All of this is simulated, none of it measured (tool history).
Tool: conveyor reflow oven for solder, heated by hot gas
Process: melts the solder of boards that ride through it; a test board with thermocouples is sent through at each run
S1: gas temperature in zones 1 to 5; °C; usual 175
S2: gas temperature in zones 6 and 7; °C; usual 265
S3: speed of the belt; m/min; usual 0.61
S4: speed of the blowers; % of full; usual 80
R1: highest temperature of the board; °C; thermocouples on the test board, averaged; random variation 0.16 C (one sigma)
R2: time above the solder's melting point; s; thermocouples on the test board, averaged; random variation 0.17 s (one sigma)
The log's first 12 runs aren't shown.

{"run": 13, "hour": 587.7, "S1": 175, "S2": 268, "S3": 0.61, "S4": 80, "R1": 248.1, "R2": 56}
{"run": 14, "hour": 652.1, "S1": 175, "S2": 265, "S3": 0.61, "S4": 80, "R1": 245.7, "R2": 53.6}
{"hour": 676.8, "done": "belt drive overhauled, speed set with a stopwatch"}
{"run": 15, "hour": 715.0, "S1": 175, "S2": 265, "S3": 0.61, "S4": 72, "R1": 243, "R2": 49.2}
{"run": 16, "hour": 776.5, "S1": 175, "S2": 265, "S3": 0.61, "S4": 72, "R1": 242.6, "R2": 48.9}
{"run": 17, "hour": 811.7, "S1": 188, "S2": 267, "S3": 0.61, "S4": 75, "R1": 247.6, "R2": 59.3}
{"hour": 846.8, "done": "flux residue cleaned out of gas plates and filters"}
{"run": 18, "hour": 847.9, "S1": 175, "S2": 276, "S3": 0.609, "S4": 80, "R1": 255.5, "R2": 60.7}
{"run": 19, "hour": 912.4, "S1": 187, "S2": 265, "S3": 0.61, "S4": 80, "R1": 248.3, "R2": 60.7}
{"run": 20, "hour": 985.7, "S1": 187, "S2": 265, "S3": 0.61, "S4": 80, "R1": 248.2, "R2": 60.5}
{"run": 21, "hour": 1052.4, "S1": 175, "S2": 265, "S3": 0.681, "S4": 80, "R1": 241.6, "R2": 42.9}
{"run": 22, "hour": 1084.8, "S1": 175, "S2": 265, "S3": 0.681, "S4": 80, "R1": 241.8, "R2": 42.4}
{"run": 23, "hour": 1147.0, "S1": 188, "S2": 264, "S3": 0.582, "S4": 73, "R1": 246.9, "R2": 62.6}
{"run": 24, "hour": 1180.7, "S1": 188, "S2": 264, "S3": 0.582, "S4": 73, "R1": 247, "R2": 63}
{"run": 25, "hour": 1251.4, "S1": 165, "S2": 265, "S3": 0.541, "S4": 68, "R1": 243.5, "R2": 54.1}

Run 26 comes next. What will it give?
{"run": 26, "hour": 1304.4, "S1": 165, "S2": 268, "S3": 0.541, "S4": 64, "R1": "?", "R2": "?"}

Run 26 gave R1 245.2 °C, R2 54.8 s.
Without the tool's hidden state the same run would have given R1 247.4 °C, R2 57.1 s.
